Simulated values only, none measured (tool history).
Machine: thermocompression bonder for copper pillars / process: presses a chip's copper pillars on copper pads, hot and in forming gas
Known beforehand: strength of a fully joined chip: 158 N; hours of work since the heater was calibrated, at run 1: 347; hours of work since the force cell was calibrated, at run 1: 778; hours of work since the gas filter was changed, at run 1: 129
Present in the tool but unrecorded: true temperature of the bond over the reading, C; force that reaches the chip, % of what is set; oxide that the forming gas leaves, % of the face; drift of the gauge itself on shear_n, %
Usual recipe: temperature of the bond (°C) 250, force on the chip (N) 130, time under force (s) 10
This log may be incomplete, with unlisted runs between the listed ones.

run   hour  temperature of the bond (°C)  force on the chip (N)  time under force (s)  hours of work since the heater was calibrated  hours of work since the force cell was calibrated  hours of work since the gas filter was changed  force that shears a chip off (N)
  1    0.0                           250                    130                    10                                            347                                                778                                             129                             104.7
  2   25.9                           250                    130                    10                                            366                                                797                                             148                             106.3
  3   40.6                           250                    130                    10                                            377                                                808                                             159                             104.7
  4   52.5                           250                    130                    10                                            385                                                817                                             167                             105.3
  5   77.6                           250                    130                    10                                            404                                                835                                             186                             106.4
      98.1  -- force cell calibrated
  6   98.7                           250                    130                    10                                            418                                                  0                                             200                             104.4
  7  111.1                           250                    130                    10                                            427                                                 10                                             209                             105.5
  8  127.5                           250                    130                    10                                            439                                                 22                                             222                             105.4
  9  141.1                           250                    130                     9                                            450                                                 32                                             232                             102.5
     142.9  -- forming gas filter changed
 10  165.6                           247                     81                    10                                            467                                                 49                                              17                              84.6
 11  185.9                           250                    148                     7                                            482                                                 64                                              32                              99.5
 12  208.7                           250                    148                     7                                            499                                                 81                                              48                             100.4
 13  233.1                           250                    148                     7                                            517                                                 99                                              66                             100.7
 14  261.3                           250                    158                    29                                            538                                                120                                              87                             138.6
 15  288.6                           250                    158                    29                                            558                                                140                                             107                             139.4
 16  306.1                           250                    158                    29                                            571                                                153                                             120                             136.2
 17  331.0                           250                    135                    20                                            589                                                171                                             138                             123.8

Across each entry between runs, compare the hidden state at the last listed run before it with the hidden state at the first listed run after it:
From run 5 to run 6: force cell calibrated (hour 98.1)
  force that reaches the chip, % of what is set: 100.4 -> 100; oxide that the forming gas leaves, % of the face: 0.87 -> 0.89
From run 9 to run 10: forming gas filter changed (hour 142.9)
  oxide that the forming gas leaves, % of the face: 0.94 -> 0.53
